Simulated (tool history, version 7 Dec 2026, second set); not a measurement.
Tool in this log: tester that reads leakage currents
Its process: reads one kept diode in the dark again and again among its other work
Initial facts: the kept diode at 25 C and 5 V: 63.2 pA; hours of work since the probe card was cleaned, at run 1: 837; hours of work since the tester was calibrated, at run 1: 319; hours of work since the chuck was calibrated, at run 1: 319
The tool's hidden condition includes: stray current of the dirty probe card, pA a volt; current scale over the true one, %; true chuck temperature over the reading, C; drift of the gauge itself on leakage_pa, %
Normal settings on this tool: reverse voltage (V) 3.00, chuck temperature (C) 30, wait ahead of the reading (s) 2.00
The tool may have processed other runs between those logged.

| run | hour | reverse voltage (V) | chuck temperature (C) | wait ahead of the reading (s) | hours of work since the probe card was cleaned | hours of work since the tester was calibrated | hours of work since the chuck was calibrated | current that the tester gives (pA) |
|---|---|---|---|---|---|---|---|---|
| 1 | 0.0 | 3.00 | 30 | 2.00 | 837 | 319 | 319 | 82.59 |
| 2 | 238.2 | 3.00 | 30 | 2.00 | 1023 | 504 | 504 | 85.26 |
| 3 | 408.7 | 3.00 | 37 | 2.00 | 1155 | 637 | 637 | 154.93 |
| 4 | 522.7 | 3.00 | 37 | 2.00 | 1244 | 726 | 726 | 157.02 |
| 5 | 671.0 | 3.00 | 37 | 3.83 | 1360 | 841 | 841 | 158.74 |
|  | 757.7 | probe card cleaned and baked |
| 6 | 841.6 | 3.00 | 37 | 3.83 | 65 | 972 | 972 | 156.59 |
| 7 | 1057.7 | 3.00 | 26 | 2.00 | 234 | 1140 | 1140 | 61.55 |
| 8 | 1212.9 | 3.00 | 26 | 2.00 | 354 | 1261 | 1261 | 62.79 |
| 9 | 1391.1 | 3.00 | 26 | 2.00 | 493 | 1399 | 1399 | 64.18 |
| 10 | 1500.5 | 3.00 | 26 | 2.00 | 578 | 1485 | 1485 | 64.79 |
| 11 | 1742.2 | 3.00 | 30 | 2.00 | 767 | 1673 | 1673 | 94.40 |
| 12 | 1965.0 | 3.00 | 30 | 2.00 | 940 | 1846 | 1846 | 96.23 |
|  | 2079.9 | chuck's temperature calibrated |
| 13 | 2114.7 | 3.00 | 30 | 2.00 | 1055 | 1961 | 27 | 79.58 |
|  | 2176.0 | tester calibrated |
| 14 | 2308.5 | 3.00 | 30 | 2.00 | 1204 | 103 | 176 | 81.36 |
| 15 | 2463.7 | 3.00 | 30 | 2.00 | 1325 | 224 | 297 | 82.96 |
|  | 2600.9 | probe card cleaned and baked |
| 16 | 2699.3 | 3.00 | 30 | 5.63 | 77 | 405 | 478 | 79.56 |
| 17 | 2944.4 | 3.00 | 30 | 2.00 | 267 | 596 | 669 | 82.15 |
| 18 | 3069.3 | 3.00 | 44 | 2.00 | 365 | 693 | 766 | 269.77 |
| 19 | 3173.3 | 18.44 | 30 | 2.00 | 446 | 774 | 847 | 222.69 |
| 20 | 3341.0 | 3.00 | 39 | 2.00 | 576 | 905 | 978 | 183.68 |
| 21 | 3545.8 | 3.00 | 48 | 2.00 | 736 | 1064 | 1137 | 387.01 |
| 22 | 3764.5 | 3.00 | 48 | 2.00 | 906 | 1234 | 1308 | 392.92 |
| 23 | 3929.0 | 19.30 | 42 | 2.00 | 1034 | 1362 | 1436 | 666.31 |
| 24 | 4149.2 | 1.51 | 34 | 1.66 | 1205 | 1534 | 1607 | 90.95 |
| 25 | 4274.9 | 3.45 | 46 | 0.49 | 1303 | 1632 | 1705 | 379.05 |
| 26 | 4429.7 | 3.45 | 46 | 0.49 | 1424 | 1752 | 1826 | 383.28 |
|  | 4442.8 | probe card cleaned and baked |
| 27 | 4539.3 | 4.28 | 46 | 0.40 | 75 | 1835 | 1908 | 426.33 |
|  | 4581.1 | chuck's temperature calibrated |
| 28 | 4649.9 | 4.28 | 46 | 0.40 | 160 | 1920 | 54 | 358.25 |
|  | 4771.6 | tester calibrated |
| 29 | 4878.2 | 4.28 | 57 | 0.40 | 336 | 83 | 230 | 859.40 |
| 30 | 5121.0 | 18.87 | 45 | 1.87 | 525 | 272 | 419 | 748.46 |
| 31 | 5365.7 | 15.59 | 30 | 2.00 | 715 | 462 | 609 | 204.78 |
| 32 | 5496.8 | 14.99 | 32 | 1.44 | 817 | 565 | 711 | 239.56 |
| 33 | 5718.5 | 14.99 | 32 | 1.44 | 990 | 737 | 884 | 247.56 |
| 34 | 5899.4 | 19.64 | 21 | 1.35 | 1131 | 878 | 1025 | 125.51 |
| 35 | 6014.6 | 19.64 | 21 | 0.47 | 1221 | 968 | 1115 | 131.84 |
| 36 | 6151.4 | 2.40 | 33 | 0.85 | 1327 | 1074 | 1221 | 103.23 |
|  | 6284.7 | probe card cleaned and baked |
| 37 | 6304.9 | 2.40 | 33 | 0.85 | 16 | 1191 | 1338 | 100.94 |
| 38 | 6444.6 | 3.00 | 30 | 1.18 | 125 | 1300 | 1447 | 88.36 |

Hidden condition of the tool, last listed run before each entry between runs versus first listed run after:
Logged between run 5 and run 6: probe card cleaned and baked (hour 757.7)
  stray current of the dirty probe card, pA a volt: 1.521 -> 0.102; current scale over the true one, %: -0.27 -> -0.3; true chuck temperature over the reading, C: 1.12 -> 1.28
  measured result minus the result with no hidden state, current that the tester gives (pA): +18.10 -> +15.91
Logged between run 12 and run 13: chuck's temperature calibrated (hour 2079.9)
  stray current of the dirty probe card, pA a volt: 1.023 -> 1.156; current scale over the true one, %: -0.52 -> -0.55; true chuck temperature over the reading, C: 2.31 -> -0.04
  measured result minus the result with no hidden state, current that the tester gives (pA): +19.80 -> +2.73
Logged between run 13 and run 14: tester calibrated (hour 2176.0)
  stray current of the dirty probe card, pA a volt: 1.156 -> 1.319; current scale over the true one, %: -0.55 -> -0.02; true chuck temperature over the reading, C: -0.04 -> 0.14
  measured result minus the result with no hidden state, current that the tester gives (pA): +2.73 -> +4.83
Logged between run 15 and run 16: probe card cleaned and baked (hour 2600.9)
  stray current of the dirty probe card, pA a volt: 1.45 -> 0.107; current scale over the true one, %: -0.05 -> -0.1; true chuck temperature over the reading, C: 0.28 -> 0.48
  measured result minus the result with no hidden state, current that the tester gives (pA): +6.19 -> +3.51
Logged between run 26 and run 27: probe card cleaned and baked (hour 4442.8)
  stray current of the dirty probe card, pA a volt: 1.586 -> 0.122; current scale over the true one, %: -0.45 -> -0.47; true chuck temperature over the reading, C: 2.14 -> 2.22
  measured result minus the result with no hidden state, current that the tester gives (pA): +63.24 -> +67.90
Logged between run 27 and run 28: chuck's temperature calibrated (hour 4581.1)
  stray current of the dirty probe card, pA a volt: 0.122 -> 0.218; current scale over the true one, %: -0.47 -> -0.49; true chuck temperature over the reading, C: 2.22 -> -0.01
  measured result minus the result with no hidden state, current that the tester gives (pA): +67.90 -> -1.18
Logged between run 28 and run 29: tester calibrated (hour 4771.6)
  stray current of the dirty probe card, pA a volt: 0.218 -> 0.422; current scale over the true one, %: -0.49 -> -0.26; true chuck temperature over the reading, C: -0.01 -> 0.21
  measured result minus the result with no hidden state, current that the tester gives (pA): -1.18 -> +12.71
Logged between run 36 and run 37: probe card cleaned and baked (hour 6284.7)
  stray current of the dirty probe card, pA a volt: 1.517 -> 0.038; current scale over the true one, %: -0.52 -> -0.55; true chuck temperature over the reading, C: 1.36 -> 1.49
  measured result minus the result with no hidden state, current that the tester gives (pA): +14.24 -> +11.78
